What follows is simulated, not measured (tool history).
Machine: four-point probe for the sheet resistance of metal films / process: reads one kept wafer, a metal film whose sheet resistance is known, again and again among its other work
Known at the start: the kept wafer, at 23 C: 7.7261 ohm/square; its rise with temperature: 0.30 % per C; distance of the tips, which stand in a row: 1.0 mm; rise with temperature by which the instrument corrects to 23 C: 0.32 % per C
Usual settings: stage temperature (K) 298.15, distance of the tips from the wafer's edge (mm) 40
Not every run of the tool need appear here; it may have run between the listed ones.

run	hour	stage temperature (K)	distance of the tips from the wafer's edge (mm)	sheet resistance as the instrument gives it (ohm/square)
1	0	298.15	40	7.680167
2	11.5	294.15	40	7.686122
3	28.8	294.15	40	7.685024
4	38.9	294.15	40	7.684699
5	49.5	294.15	40	7.68857
6	61.7	294.15	40	7.68499
7	77.2	294.15	40	7.68553
8	89.1	298.15	40	7.679038
9	107.1	298.15	40	7.678778
10	118.7	298.15	40	7.677257
11	136.6	298.15	16	7.68944
12	149.3	296.15	40	7.679586
13	157.8	303.15	40	7.668243
14	170.1	294.15	45	7.681914
15	185.4	294.15	45	7.679709
16	199.6	294.15	45	7.679919
17	212.4	296.15	63	7.676682
18	226.4	296.15	63	7.674954
19	246.2	305.15	19	7.670668
20	259.7	305.15	19	7.670767
21	280.2	292.15	51	7.683869
22	293.2	297.15	40	7.672447
23	306.2	297.15	40	7.674479
24	315.5	297.15	40	7.67488
25	335	304.15	8	7.725121
26	355.6	295.15	13	7.700772

Pick out some run-to-run changes in sheet resistance as the instrument gives it (ohm/square). Of each, how much would a tool without hidden state show as well, from the settings, what came in and chance, and how much is left for the hidden state and any gauge scatter not in both results compared?
Unlogged tool condition in this case: inner tips' distance over the nominal, %; tips' flats over new ones', %; wafer's true temperature over the reading, C; drift of the gauge itself on sheet_ohm, %.
Run 20 -> 21: stage temperature (K) 305.15 -> 292.15, distance of the tips from the wafer's edge (mm) 19 -> 51. sheet resistance as the instrument gives it (ohm/square) +0.013102: hidden state -0.000476, all else +0.013578.
Run 24 -> 25: stage temperature (K) 297.15 -> 304.15, distance of the tips from the wafer's edge (mm) 40 -> 8. sheet resistance as the instrument gives it (ohm/square) +0.050241: hidden state -0.00076, all else +0.051001.
Run 25 -> 26: stage temperature (K) 304.15 -> 295.15, distance of the tips from the wafer's edge (mm) 8 -> 13. sheet resistance as the instrument gives it (ohm/square) -0.024349: hidden state -0.000243, all else -0.024106.
